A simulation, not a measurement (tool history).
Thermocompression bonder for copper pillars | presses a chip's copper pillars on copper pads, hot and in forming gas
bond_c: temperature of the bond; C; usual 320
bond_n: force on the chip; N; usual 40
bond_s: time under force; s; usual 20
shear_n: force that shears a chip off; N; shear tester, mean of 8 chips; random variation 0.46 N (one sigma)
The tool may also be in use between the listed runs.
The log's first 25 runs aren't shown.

run     day  bond_c  bond_n  bond_s  hours of work since the heater was calibrated  hours of work since the force cell was calibrated  hours of work since the gas filter was changed  shear_n
 26  16.583     340      34      20                                            502                                                220                                              27     55.2
 27  17.438     292      38      20                                            512                                                231                                              38     37.0
 28  18.150     295      37      21                                            521                                                239                                              46     38.3
 29  18.812     320      40      24                                            529                                                247                                              54     54.4
 30  19.692     320      57      20                                            539                                                258                                              65     62.6
 31  20.308     320      57      20                                            547                                                265                                              72     62.2
 32  21.183     320      57      20                                            557                                                276                                              83     63.0
 33  21.617     346      29      50                                            562                                                281                                              88     68.8
 34  22.346     346      29      50                                            571                                                290                                              97     68.1
 35  23.033     346      29      50                                            580                                                298                                             105     67.8
 36  23.675     323      31      16                                            587                                                306                                             113     41.5
     23.779  -- forming gas filter changed
 37  24.262     323      31      16                                            594                                                313                                               6     40.6
 38  24.738     318      28      32                                            600                                                319                                              12     46.6
 39  25.288     318      28      32                                            606                                                325                                              18     47.6
 40  25.733     318      32      36                                            612                                                331                                              24     54.1

4 ways to go on from here, each from the tool as it stands after run 40. What would each give?
  A  26.533     297      36      13                                            621                                                340                                              33        ?
  B  26.533     320      40      40                                            621                                                340                                              33        ?
  C  26.533     327      36      36                                            621                                                340                                              33        ?
  D  26.533     330      24      20                                            621                                                340                                              33        ?

run  shear_n
  A     32.5
  B     63.7
  C     61.0
  D     39.1
Without the tool's hidden state the same runs would have given:
run  shear_n
  A     32.4
  B     63.6
  C     60.8
  D     39.0
